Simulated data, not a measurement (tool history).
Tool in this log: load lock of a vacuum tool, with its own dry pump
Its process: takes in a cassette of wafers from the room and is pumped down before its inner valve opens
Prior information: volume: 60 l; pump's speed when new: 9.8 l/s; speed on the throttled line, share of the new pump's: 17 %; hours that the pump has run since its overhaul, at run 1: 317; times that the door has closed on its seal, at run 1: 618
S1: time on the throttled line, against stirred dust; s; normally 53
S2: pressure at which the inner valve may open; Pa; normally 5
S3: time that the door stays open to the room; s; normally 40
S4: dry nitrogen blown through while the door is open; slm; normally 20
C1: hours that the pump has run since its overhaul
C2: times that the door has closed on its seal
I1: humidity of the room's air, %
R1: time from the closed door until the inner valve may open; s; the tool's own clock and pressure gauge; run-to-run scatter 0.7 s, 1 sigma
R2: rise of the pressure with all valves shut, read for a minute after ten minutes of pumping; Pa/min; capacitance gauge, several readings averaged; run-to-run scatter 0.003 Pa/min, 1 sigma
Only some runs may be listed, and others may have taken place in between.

run     day  S1  S2  S3  S4    C1    C2    I1     R1     R2
  1   0.000  53   5  40  20   317   618  43.9  106.4  0.021
  2   5.671  53   5  40  20   453   884  43.3  105.5  0.024
  3  10.371  53   5  40  20   566  1103  43.6  104.7  0.027
  4  16.258  53   5  40  20   707  1379  45.4  105.7  0.026
  5  24.617  53   5  40  20   908  1770  43.5  103.8  0.028
  6  30.125  53   5  61  34  1040  2027  44.9  105.8  0.028
  7  35.462  53   5  61  34  1168  2277  49.1  105.2  0.028
  8  41.012  53   5  61  34  1302  2537  42.7  104.2  0.027
  9  49.721  53   5  61  34  1511  2944  45.9  106.6  0.024
 10  58.908  53   5  61  34  1731  3374  43.4  105.5  0.027

What if the next run were any one of these 3? Each begins from the tool's condition after run 10:
  A  67.758  29   4  61  20  1943  3788  45.8   ?   ?
  B  67.758  53   5  40  41  1943  3788  45.7   ?   ?
  C  67.758  53   8  61  34  1943  3788  44.9   ?   ?

run     R1     R2
  A   87.2  0.037
  B  104.5  0.024
  C  102.6  0.030
With the hidden condition removed and each run's random variation left untouched, the same runs would have given:
run     R1     R2
  A   86.4  0.033
  B  103.8  0.021
  C  102.0  0.026
